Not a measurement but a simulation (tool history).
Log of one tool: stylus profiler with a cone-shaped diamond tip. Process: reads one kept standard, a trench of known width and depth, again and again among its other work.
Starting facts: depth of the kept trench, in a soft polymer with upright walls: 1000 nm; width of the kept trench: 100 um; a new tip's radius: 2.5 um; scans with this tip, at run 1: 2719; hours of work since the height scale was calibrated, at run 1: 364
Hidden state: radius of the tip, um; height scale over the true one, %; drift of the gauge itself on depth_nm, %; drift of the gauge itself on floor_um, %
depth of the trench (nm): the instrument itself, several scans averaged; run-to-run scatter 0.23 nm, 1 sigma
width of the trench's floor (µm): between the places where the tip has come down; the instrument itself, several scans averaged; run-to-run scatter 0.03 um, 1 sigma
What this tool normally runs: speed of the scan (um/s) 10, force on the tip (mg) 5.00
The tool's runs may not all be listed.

run   hour  speed of the scan (um/s)  force on the tip (mg)  scans with this tip  hours of work since the height scale was calibrated  depth of the trench (nm)  width of the trench's floor (µm)
  1    0.0                        10                   5.00                 2719                                                  364                   1017.30                             95.70
  2   26.8                        10                   5.00                 2858                                                  383                   1017.65                             95.69
  3   52.4                        10                   3.49                 2991                                                  401                   1013.86                             95.68
  4   73.9                        10                   5.00                 3102                                                  415                   1017.60                             95.63
  5   90.1                        10                   5.00                 3187                                                  427                   1017.83                             95.69
      92.5  -- height scale calibrated on a step standard
  6  117.4                        10                   5.00                 3326                                                   17                   1018.74                             95.60
  7  136.1                        19                   5.00                 3423                                                   30                   1018.33                             95.58
  8  150.4                        19                   5.00                 3498                                                   40                   1018.63                             95.60
     157.6  -- height scale calibrated on a step standard, once more
  9  167.0                        19                   5.00                 3581                                                    7                   1016.09                             95.62
 10  187.0                        38                  11.17                 3685                                                   20                   1027.75                             95.55
 11  200.8                        38                  11.17                 3757                                                   30                   1027.90                             95.63

For run 12, what comes out?
 12  220.6                         3                   3.79                 3860                                                   44                         ?                                 ?

depth of the trench (nm): 1013.97
width of the trench's floor (µm): 95.64
Without the tool's hidden state the same run would have given depth of the trench (nm) 1013.63, width of the trench's floor (µm) 95.99.
